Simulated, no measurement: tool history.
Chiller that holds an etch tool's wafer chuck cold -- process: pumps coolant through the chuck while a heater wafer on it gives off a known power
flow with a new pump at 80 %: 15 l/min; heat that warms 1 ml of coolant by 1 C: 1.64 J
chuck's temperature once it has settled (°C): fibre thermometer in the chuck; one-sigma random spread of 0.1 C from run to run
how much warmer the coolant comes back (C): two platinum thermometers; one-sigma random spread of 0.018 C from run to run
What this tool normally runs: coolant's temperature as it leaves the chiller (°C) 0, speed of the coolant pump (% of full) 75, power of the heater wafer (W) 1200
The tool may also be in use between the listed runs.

run     day  coolant's temperature as it leaves the chiller (°C)  speed of the coolant pump (% of full)  power of the heater wafer (W)  chuck's temperature once it has settled (°C)  how much warmer the coolant comes back (C)
  1       0                                                    0                                     75                           1200                                           7.8                                        3.16
  2   0.783                                                    0                                     75                           1200                                             8                                        3.19
  3    1.75                                                    0                                     75                           1200                                           7.9                                         3.2
  4   3.267                                                    0                                     75                           1200                                           8.1                                        3.22
  5   4.933                                                    0                                     88                           1200                                           7.3                                        2.66
  6   5.958                                                    0                                     88                           1200                                           7.1                                        2.67
  7   7.829                                                    0                                     88                           1200                                           7.3                                        2.69
  8   9.362                                                    0                                     88                           1200                                           7.4                                        2.69
  9  11.217                                                    9                                     75                           1200                                          17.1                                        3.23
 10  12.642                                                    7                                     75                           1200                                          15.1                                        3.21
 11  14.304                                                    7                                     75                           1200                                          15.2                                        3.21
 12    16.2                                                    7                                     75                           1746                                          19.1                                        4.63
 13  17.596                                                    7                                     75                           1746                                          18.9                                         4.7
 14  19.442                                                    0                                     75                           1200                                           8.2                                        3.19
 15  20.292                                                    0                                     75                           1200                                           8.3                                         3.2
 16  21.758                                                    6                                     75                           1200                                          14.4                                        3.21
 17  23.583                                                    9                                     93                           1200                                          16.2                                        2.54
 18    24.6                                                    9                                     93                           1200                                          16.2                                         2.5
 19  25.958                                                   -1                                     75                           1562                                           9.9                                        4.17
 20  27.175                                                   -1                                     75                           1562                                            10                                        4.21
 21  29.096                                                   -1                                     99                            819                                           3.9                                        1.63
 22  30.775                                                   -1                                     64                            779                                           5.1                                        2.52
     30.996  -- chiller's thermometer calibrated
 23    32.2                                                   -1                                     64                            779                                           5.1                                         2.5
 24   33.55                                                   -5                                     82                           1200                                           2.9                                        2.93
 25  34.942                                                    0                                     75                           1185                                           8.4                                        3.21
 26  36.458                                                    0                                     75                           1185                                           8.5                                        3.22
     36.667  -- chiller's thermometer calibrated, once more
 27  37.733                                                    0                                     75                           1185                                           8.4                                        3.23
 28    39.1                                                   -8                                     78                            749                                          -2.8                                        1.94
 29  40.375                                                   -8                                     78                            749                                          -2.7                                        1.95
 30  42.208                                                   -8                                     78                            749                                          -2.7                                        1.94
 31  43.838                                                   -8                                     78                            749                                          -2.6                                        1.98

The logged runs with the hidden state left out (each run's random variation unchanged):
Hidden state present: heat passed by the chuck's channels, % of clean ones'; flow at a given pump speed, % of a new pump's; coolant's true temperature over the reading, C; drift of the gauge itself on chuck_c, C; drift of the gauge itself on warmer_back_c, C.
run  chuck's temperature once it has settled (°C)  how much warmer the coolant comes back (C)
  1                                           7.5                                        3.11
  2                                           7.7                                        3.14
  3                                           7.6                                        3.15
  4                                           7.7                                        3.17
  5                                             7                                        2.62
  6                                           6.8                                        2.62
  7                                           6.9                                        2.64
  8                                             7                                        2.64
  9                                          16.6                                        3.16
 10                                          14.6                                        3.14
 11                                          14.7                                        3.14
 12                                          18.3                                        4.52
 13                                          18.1                                        4.59
 14                                           7.6                                        3.12
 15                                           7.7                                        3.12
 16                                          13.7                                        3.13
 17                                          15.7                                        2.47
 18                                          15.6                                        2.43
 19                                           9.1                                        4.06
 20                                           9.1                                        4.09
 21                                           3.5                                        1.58
 22                                           4.5                                        2.45
 23                                           4.5                                        2.42
 24                                           2.1                                        2.84
 25                                           7.6                                        3.11
 26                                           7.6                                        3.11
 27                                           7.5                                        3.12
 28                                          -3.3                                        1.87
 29                                          -3.3                                        1.89
 30                                          -3.4                                        1.87
 31                                          -3.2                                        1.91
